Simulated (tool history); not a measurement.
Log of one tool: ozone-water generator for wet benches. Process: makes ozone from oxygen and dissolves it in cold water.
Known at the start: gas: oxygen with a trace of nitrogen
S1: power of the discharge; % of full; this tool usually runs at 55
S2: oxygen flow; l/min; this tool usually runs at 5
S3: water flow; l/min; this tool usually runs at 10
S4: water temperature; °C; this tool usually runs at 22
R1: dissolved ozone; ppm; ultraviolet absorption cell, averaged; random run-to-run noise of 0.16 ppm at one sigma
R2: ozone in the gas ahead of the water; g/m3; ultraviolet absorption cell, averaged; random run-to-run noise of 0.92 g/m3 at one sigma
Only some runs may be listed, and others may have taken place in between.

run,hour,S1,S2,S3,S4,R1,R2
1,0,55,5,10,22,20.8,152.2
2,37.1,55,5,10,22,20.4,153.1
3,83.8,55,5,10,22,20.9,153.1
4,129.1,55,3.37,10,22,23.2,201.8
5,178.9,55,3.37,10,22,23.4,199.3
6,206,55,3.37,10,16,25.3,200.5
7,252.6,55,3.37,10,16,25.4,201.6
8,291.7,55,3.37,10,16,25.2,199
9,350.3,55,3.37,10,16,25.4,200.8
10,393.3,55,5,9,22,22.4,153.4
11,434.9,55,8.55,10,22,17.3,107.2
12,463.3,55,8.55,10,22,17.2,106.4
13,516.3,55,5,10,22,21.1,152.4
14,558.6,55,5,10,25,19.7,153
15,616.7,55,2.71,10,22,24.2,230.7
16,663.8,55,2.71,10,22,24.1,227.9
17,705.3,72,5,10,22,26,189.3
18,744.4,72,5,10,22,25.8,188.5
19,802.4,42,2.67,10,28,17.5,187.5
20,838.3,42,2.67,10,28,17.8,184.3
21,895.1,55,4.31,7,27,24.5,167.7
22,926.4,79,4.3,7,21,37.2,223.8
23,974.5,79,7.31,7,21,30.1,157.8
24,1022.3,58,5,10,23,21.3,158.4
25,1064.2,58,2.83,10,29,22.2,233.4
26,1112.1,58,6.97,14,29,13.1,127.8
27,1139,58,6.97,14,29,13.7,126
28,1197.6,58,5.2,15,29,14,153.6
# hour 1203.1: water thermometer calibrated
29,1241,55,5,10,16,23.5,151.2
30,1269.5,92,5,10,18,33.9,228.3
31,1294.3,47,8.37,6,22,19.2,94.5
32,1350.1,47,8.37,10,30,12.5,95

Below are 5 alternative next runs, each starting from the tool's condition after run 32. Predict each:
A,1380.5,55,2.96,12,30,?,?
B,1380.5,73,5,15,22,?,?
C,1380.5,45,3.3,10,21,?,?
D,1380.5,40,2.96,13,30,?,?
E,1380.5,93,5,10,22,?,?

run,R1,R2
A,17.9,213.3
B,19.4,188.3
C,20,170.2
D,12.9,165.4
E,31.5,228.8
With the hidden condition removed and each run's random variation left untouched, the same runs would have given:
run,R1,R2
A,18,219.2
B,19.4,193.6
C,20,174.9
D,12.9,169.9
E,31.5,235.1
